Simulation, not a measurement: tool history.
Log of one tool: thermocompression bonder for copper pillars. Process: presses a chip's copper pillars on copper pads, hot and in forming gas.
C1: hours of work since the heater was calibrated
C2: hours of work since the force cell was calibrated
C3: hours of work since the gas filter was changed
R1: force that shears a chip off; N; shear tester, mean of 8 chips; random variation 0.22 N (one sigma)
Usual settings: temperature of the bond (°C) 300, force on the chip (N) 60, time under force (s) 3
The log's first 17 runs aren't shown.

Run 18, hour 513.3: usual settings but temperature of the bond (°C) 296; C1 429; C2 1351; C3 346. Result: R1 64.7 N.
Run 19, hour 557.3: usual settings but temperature of the bond (°C) 296; C1 458; C2 1380; C3 375. Result: R1 64.7 N.
Run 20, hour 599.3: usual settings but temperature of the bond (°C) 296; C1 486; C2 1409; C3 403. Result: R1 64.9 N.
Run 21, hour 643.0: usual settings but temperature of the bond (°C) 296; C1 516; C2 1438; C3 433. Result: R1 64.4 N.
At hour 665.7: forming gas filter changed.
Run 22, hour 676.8: usual settings but temperature of the bond (°C) 296; C1 538; C2 1460; C3 7. Result: R1 66.1 N.
Run 23, hour 707.7: usual settings but time under force (s) 4; C1 559; C2 1481; C3 28. Result: R1 76.8 N.
Run 24, hour 730.6: usual settings but temperature of the bond (°C) 325; C1 575; C2 1497; C3 44. Result: R1 89.6 N.
Run 25, hour 761.6: usual settings but temperature of the bond (°C) 325; C1 595; C2 1517; C3 65. Result: R1 90.7 N.
Run 26, hour 780.0: usual settings but temperature of the bond (°C) 304, force on the chip (N) 62, time under force (s) 2; C1 608; C2 1530; C3 77. Result: R1 64.4 N.
Run 27, hour 819.8: usual settings but temperature of the bond (°C) 304, force on the chip (N) 62, time under force (s) 2; C1 635; C2 1557; C3 104. Result: R1 64.7 N.
Run 28, hour 844.5: usual settings but temperature of the bond (°C) 315, force on the chip (N) 40, time under force (s) 4; C1 651; C2 1573; C3 120. Result: R1 76.4 N.
Run 29, hour 883.8: usual settings but force on the chip (N) 64, time under force (s) 2; C1 678; C2 1600; C3 147. Result: R1 62.6 N.
Run 30, hour 921.2: usual settings but force on the chip (N) 64, time under force (s) 2; C1 703; C2 1625; C3 172. Result: R1 62.2 N.
Run 31, hour 955.6: usual settings but temperature of the bond (°C) 285, force on the chip (N) 42; C1 726; C2 1648; C3 195. Result: R1 48.6 N.
Run 32, hour 977.5: usual settings but force on the chip (N) 51, time under force (s) 6; C1 741; C2 1663; C3 210. Result: R1 81.7 N.
Run 33, hour 1016.2: usual settings but temperature of the bond (°C) 324, force on the chip (N) 71; C1 767; C2 1689; C3 236. Result: R1 94.2 N.
Run 34, hour 1044.0: usual settings but temperature of the bond (°C) 294, force on the chip (N) 83, time under force (s) 9; C1 786; C2 1708; C3 255. Result: R1 100.6 N.
Run 35, hour 1075.3: usual settings but time under force (s) 5; C1 807; C2 1729; C3 276. Result: R1 82.2 N.
Run 36, hour 1102.9: usual settings but temperature of the bond (°C) 284, force on the chip (N) 55, time under force (s) 6; C1 825; C2 1747; C3 294. Result: R1 69.9 N.
Run 37, hour 1138.7: usual settings but temperature of the bond (°C) 284, force on the chip (N) 55, time under force (s) 4; C1 849; C2 1771; C3 319. Result: R1 60.6 N.
Run 38, hour 1175.9: usual settings but temperature of the bond (°C) 304, force on the chip (N) 67, time under force (s) 5; C1 874; C2 1796; C3 344. Result: R1 88.8 N.
Run 39, hour 1194.2: usual settings but temperature of the bond (°C) 304, force on the chip (N) 67, time under force (s) 5; C1 887; C2 1809; C3 356. Result: R1 88.2 N.

4 ways to go on from here, each from the tool as it stands after run 39. What would each give?
Run A, hour 1219.4: usual settings but temperature of the bond (°C) 304, force on the chip (N) 74; C1 904; C2 1826; C3 373. Result: R1 ?.
Run B, hour 1219.4: usual settings but temperature of the bond (°C) 327, force on the chip (N) 71; C1 904; C2 1826; C3 373. Result: R1 ?.
Run C, hour 1219.4: usual settings but temperature of the bond (°C) 304, force on the chip (N) 52; C1 904; C2 1826; C3 373. Result: R1 ?.
Run D, hour 1219.4: usual settings but temperature of the bond (°C) 318, force on the chip (N) 67; C1 904; C2 1826; C3 373. Result: R1 ?.

run    R1
  A  79.3
  B  96.2
  C  68.7
  D  87.7
Without the tool's hidden state the same runs would have given:
run    R1
  A  76.1
  B  93.7
  C  65.6
  D  84.8

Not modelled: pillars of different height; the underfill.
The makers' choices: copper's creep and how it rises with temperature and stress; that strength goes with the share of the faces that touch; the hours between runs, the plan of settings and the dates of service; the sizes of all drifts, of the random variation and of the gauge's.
